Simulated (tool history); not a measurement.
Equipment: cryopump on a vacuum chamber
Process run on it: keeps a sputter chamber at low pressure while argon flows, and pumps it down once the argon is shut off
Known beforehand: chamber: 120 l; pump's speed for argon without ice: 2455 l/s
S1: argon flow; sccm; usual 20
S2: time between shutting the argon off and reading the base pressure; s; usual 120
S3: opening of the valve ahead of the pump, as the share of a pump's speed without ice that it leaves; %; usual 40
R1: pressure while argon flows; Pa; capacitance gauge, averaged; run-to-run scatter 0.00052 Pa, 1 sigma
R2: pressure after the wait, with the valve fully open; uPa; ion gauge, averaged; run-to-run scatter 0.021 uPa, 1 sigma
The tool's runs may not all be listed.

run 1 hour=0.0 | S1=20 S2=120 S3=40 | R1=0.0348 R2=1.45
run 2 hour=33.0 | S1=20 S2=120 S3=40 | R1=0.0361 R2=1.50
run 3 hour=53.5 | S1=20 S2=120 S3=40 | R1=0.0362 R2=1.49
run 4 hour=91.8 | S1=16 S2=120 S3=40 | R1=0.0277 R2=1.50
run 5 hour=109.4 | S1=16 S2=120 S3=40 | R1=0.0281 R2=1.58
run 6 hour=127.9 | S1=8 S2=120 S3=40 | R1=0.0143 R2=1.55
run 7 hour=158.4 | S1=20 S2=120 S3=40 | R1=0.0358 R2=1.55
run 8 hour=180.4 | S1=20 S2=120 S3=40 | R1=0.0366 R2=1.62
run 9 hour=212.2 | S1=20 S2=120 S3=40 | R1=0.0359 R2=1.66
run 10 hour=229.1 | S1=20 S2=120 S3=40 | R1=0.0364 R2=1.62
run 11 hour=253.1 | S1=20 S2=120 S3=40 | R1=0.0362 R2=1.66
run 12 hour=275.6 | S1=20 S2=120 S3=40 | R1=0.0376 R2=1.60
run 13 hour=299.1 | S1=20 S2=120 S3=40 | R1=0.0367 R2=1.63
run 14 hour=317.3 | S1=20 S2=120 S3=40 | R1=0.0374 R2=1.71
run 15 hour=336.1 | S1=20 S2=132 S3=26 | R1=0.0554 R2=1.69
run 16 hour=363.8 | S1=24 S2=207 S3=40 | R1=0.0450 R2=1.56
run 17 hour=393.4 | S1=33 S2=170 S3=40 | R1=0.0620 R2=1.61
run 18 hour=432.2 | S1=30 S2=65 S3=40 | R1=0.0567 R2=2.08
run 19 hour=453.6 | S1=25 S2=37 S3=40 | R1=0.0468 R2=2.59
run 20 hour=486.3 | S1=40 S2=37 S3=23 | R1=0.1268 R2=2.66
run 21 hour=519.0 | S1=40 S2=37 S3=23 | R1=0.1274 R2=2.69
run 22 hour=554.0 | S1=9 S2=46 S3=23 | R1=0.0284 R2=2.47
run 23 hour=576.3 | S1=30 S2=200 S3=40 | R1=0.0579 R2=1.77
run 24 hour=595.0 | S1=14 S2=68 S3=54 | R1=0.0205 R2=2.19
run 25 hour=612.6 | S1=20 S2=26 S3=54 | R1=0.0303 R2=3.17
run 26 hour=644.1 | S1=21 S2=26 S3=17 | R1=0.0890 R2=3.30

Run by run, hidden condition taken away, random variation retained:
Unlogged tool condition in this case: pump's speed, % of a pump's without ice; cold plate's temperature, K; leak into the chamber, uPa l/s; drift of the gauge itself on working_pa, %; drift of the gauge itself on base_upa, %.
run=1 R1=0.0338 R2=0.45
run=2 R1=0.0349 R2=0.45
run=3 R1=0.0349 R2=0.47
run=4 R1=0.0265 R2=0.44
run=5 R1=0.0268 R2=0.49
run=6 R1=0.0136 R2=0.47
run=7 R1=0.0340 R2=0.45
run=8 R1=0.0347 R2=0.49
run=9 R1=0.0338 R2=0.51
run=10 R1=0.0343 R2=0.48
run=11 R1=0.0340 R2=0.48
run=12 R1=0.0352 R2=0.44
run=13 R1=0.0342 R2=0.47
run=14 R1=0.0348 R2=0.48
run=15 R1=0.0527 R2=0.47
run=16 R1=0.0416 R2=0.33
run=17 R1=0.0570 R2=0.34
run=18 R1=0.0518 R2=0.80
run=19 R1=0.0426 R2=1.29
run=20 R1=0.1197 R2=1.32
run=21 R1=0.1199 R2=1.34
run=22 R1=0.0266 R2=1.09
run=23 R1=0.0517 R2=0.36
run=24 R1=0.0175 R2=0.75
run=25 R1=0.0260 R2=1.75
run=26 R1=0.0843 R2=1.82

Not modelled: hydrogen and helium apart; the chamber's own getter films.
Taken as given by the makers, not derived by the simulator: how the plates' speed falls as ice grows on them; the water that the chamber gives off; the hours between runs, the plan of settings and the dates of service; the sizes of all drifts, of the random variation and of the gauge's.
